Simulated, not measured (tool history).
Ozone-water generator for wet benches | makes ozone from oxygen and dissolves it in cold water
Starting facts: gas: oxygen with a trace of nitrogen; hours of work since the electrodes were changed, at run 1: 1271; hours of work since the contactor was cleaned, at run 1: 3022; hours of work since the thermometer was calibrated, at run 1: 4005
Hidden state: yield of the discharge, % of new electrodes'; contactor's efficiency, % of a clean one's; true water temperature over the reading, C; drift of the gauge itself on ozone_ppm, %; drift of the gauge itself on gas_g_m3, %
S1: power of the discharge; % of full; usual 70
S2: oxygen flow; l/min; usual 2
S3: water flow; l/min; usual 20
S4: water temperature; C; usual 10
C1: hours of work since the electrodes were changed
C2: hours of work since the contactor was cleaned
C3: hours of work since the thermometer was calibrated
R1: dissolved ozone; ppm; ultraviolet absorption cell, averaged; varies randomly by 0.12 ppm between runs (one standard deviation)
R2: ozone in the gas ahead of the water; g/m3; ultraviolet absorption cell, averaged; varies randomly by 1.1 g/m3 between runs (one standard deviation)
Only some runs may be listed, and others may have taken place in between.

run	hour	S1	S2	S3	S4	C1	C2	C3	R1	R2
1	0	70	2	20	10	1271	3022	4005	12.1	184
2	52.4	70	2	20	6	1313	3064	4047	12.4	185.1
3	109.1	70	2	20	6	1358	3109	4092	12.2	186.5
4	156.6	70	2	20	6	1396	3146	4130	12.3	186
5	184.2	70	2	20	6	1417	3168	4152	12.3	183
6	226.1	70	2	20	6	1451	3202	4185	12.4	185.6
7	286.1	70	2	17	10	1499	3250	4233	14.2	188.1
8	340.8	70	2	17	10	1542	3293	4276	14.4	186.1
9	401.2	46	2	20	13	1590	3341	4324	8.1	130.4
10	441.7	60	2	20	6	1622	3373	4357	11	162.6
11	498	65	2.84	20	12	1667	3418	4401	12.6	150.8
12	529.8	65	2.84	20	12	1693	3443	4427	12.5	152.2
13	571.7	65	2.84	20	12	1726	3477	4460	12.5	150.1
14	601.8	65	2.84	20	12	1750	3501	4484	12.6	149.6
15	658.7	87	3.12	19	12	1795	3546	4529	17.5	186.8

Run 16, settings as shown, results not yet in. Your forecast:
16	718.9	86	3.38	29	11	1843	3594	4577	?	?

Logged for run 16: R1 11.7 ppm, R2 177.9 g/m3.
Had the tool carried no hidden state, the very same run would have given R1 11.7 ppm, R2 178 g/m3.
